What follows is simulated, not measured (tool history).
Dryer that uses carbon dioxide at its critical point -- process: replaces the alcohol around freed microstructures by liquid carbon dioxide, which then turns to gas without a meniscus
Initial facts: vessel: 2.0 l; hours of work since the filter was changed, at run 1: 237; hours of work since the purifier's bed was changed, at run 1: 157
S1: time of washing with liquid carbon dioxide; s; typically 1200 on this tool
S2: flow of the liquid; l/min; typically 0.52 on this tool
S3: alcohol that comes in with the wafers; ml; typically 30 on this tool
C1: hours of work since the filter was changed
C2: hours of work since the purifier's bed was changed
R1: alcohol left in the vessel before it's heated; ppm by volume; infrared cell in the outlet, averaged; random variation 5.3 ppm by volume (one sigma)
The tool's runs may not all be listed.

Run 1, day 0: usual settings; C1 237; C2 157. Result: R1 251 ppm by volume.
Run 2, day 1.708: usual settings; C1 263; C2 182. Result: R1 265 ppm by volume.
Run 3, day 2.925: usual settings; C1 281; C2 201. Result: R1 284 ppm by volume.
At day 3.917: inlet filter changed.
Run 4, day 4.067: usual settings but S2 0.535 l/min; C1 2; C2 217. Result: R1 153 ppm by volume.
Run 5, day 5.125: usual settings but S2 0.535 l/min; C1 18; C2 233. Result: R1 161 ppm by volume.
Run 6, day 5.875: usual settings but S2 0.535 l/min; C1 29; C2 244. Result: R1 164 ppm by volume.
Run 7, day 6.992: usual settings but S2 0.535 l/min; C1 46; C2 261. Result: R1 175 ppm by volume.
Run 8, day 7.812: usual settings but S2 0.622 l/min; C1 59; C2 273. Result: R1 104 ppm by volume.
Run 9, day 8.617: usual settings but S1 1140 s; C1 71; C2 286. Result: R1 237 ppm by volume.
Run 10, day 9.675: usual settings; C1 87; C2 301. Result: R1 216 ppm by volume.
Run 11, day 10.788: usual settings; C1 103; C2 318. Result: R1 236 ppm by volume.
Run 12, day 11.825: usual settings; C1 119; C2 334. Result: R1 233 ppm by volume.
Run 13, day 13.588: usual settings; C1 145; C2 360. Result: R1 250 ppm by volume.
Run 14, day 14.692: usual settings but S3 97 ml; C1 162; C2 377. Result: R1 652 ppm by volume.
Run 15, day 16.346: usual settings but S2 0.627 l/min; C1 187; C2 402. Result: R1 163 ppm by volume.
Run 16, day 17.412: usual settings but S2 0.627 l/min; C1 203; C2 418. Result: R1 176 ppm by volume.
Run 17, day 18.296: usual settings but S2 0.627 l/min; C1 216; C2 431. Result: R1 171 ppm by volume.
Run 18, day 19.042: usual settings but S2 0.627 l/min; C1 228; C2 442. Result: R1 171 ppm by volume.
Run 19, day 20.258: usual settings but S2 0.627 l/min; C1 246; C2 461. Result: R1 182 ppm by volume.
Run 20, day 21.258: usual settings but S2 0.627 l/min; C1 261; C2 476. Result: R1 200 ppm by volume.
Run 21, day 22.117: usual settings but S1 900 s, S3 53 ml; C1 274; C2 489. Result: R1 1242 ppm by volume.
At day 23.538: inlet filter changed.
Run 22, day 23.946: usual settings but S1 1140 s, S3 120 ml; C1 6; C2 516. Result: R1 718 ppm by volume.
Run 23, day 25.771: usual settings but S3 43 ml; C1 34; C2 543. Result: R1 285 ppm by volume.
Run 24, day 27.021: usual settings but S3 87 ml; C1 52; C2 562. Result: R1 492 ppm by volume.
Run 25, day 27.988: usual settings but S3 87 ml; C1 67; C2 576. Result: R1 517 ppm by volume.
Run 26, day 28.742: usual settings but S1 1020 s, S3 87 ml; C1 78; C2 588. Result: R1 946 ppm by volume.
Run 27, day 30.562: usual settings but S1 1080 s; C1 106; C2 615. Result: R1 365 ppm by volume.
Run 28, day 31.588: usual settings but S1 1080 s; C1 121; C2 631. Result: R1 372 ppm by volume.
Run 29, day 32.983: usual settings but S2 0.626 l/min, S3 86 ml; C1 142; C2 652. Result: R1 309 ppm by volume.
Run 30, day 33.746: usual settings but S1 900 s, S2 0.787 l/min; C1 154; C2 663. Result: R1 229 ppm by volume.
Run 31, day 34.912: usual settings but S2 0.521 l/min, S3 105 ml; C1 171; C2 681. Result: R1 755 ppm by volume.
Run 32, day 36.021: usual settings but S2 0.521 l/min, S3 76 ml; C1 188; C2 697. Result: R1 610 ppm by volume.
Run 33, day 37.071: usual settings but S3 65 ml; C1 204; C2 713. Result: R1 551 ppm by volume.
Run 34, day 38.029: usual settings but S3 65 ml; C1 218; C2 727. Result: R1 571 ppm by volume.
Run 35, day 39.125: usual settings but S2 0.358 l/min, S3 96 ml; C1 234; C2 744. Result: R1 2722 ppm by volume.
Run 36, day 40.717: usual settings but S1 1860 s, S2 0.709 l/min; C1 258; C2 768. Result: R1 170 ppm by volume.
Run 37, day 42.412: usual settings but S3 36 ml; C1 284; C2 793. Result: R1 445 ppm by volume.

Take each entry between the runs: how does the hidden state at the last listed run before it differ from the hidden state at the first listed run after it?
Logged between run 3 and run 4: inlet filter changed (day 3.917)
  flow that reaches the vessel past the clogged filter, %: 85.1 -> 99.2; alcohol in the recycled carbon dioxide, ppm: 44.5 -> 48.2
  measured result minus the result with no hidden state, R1: +164 -> +48 ppm by volume
Logged between run 21 and run 22: inlet filter changed (day 23.538)
  flow that reaches the vessel past the clogged filter, %: 86.1 -> 99.6; alcohol in the recycled carbon dioxide, ppm: 103.3 -> 108.9
  measured result minus the result with no hidden state, R1: +551 -> +117 ppm by volume

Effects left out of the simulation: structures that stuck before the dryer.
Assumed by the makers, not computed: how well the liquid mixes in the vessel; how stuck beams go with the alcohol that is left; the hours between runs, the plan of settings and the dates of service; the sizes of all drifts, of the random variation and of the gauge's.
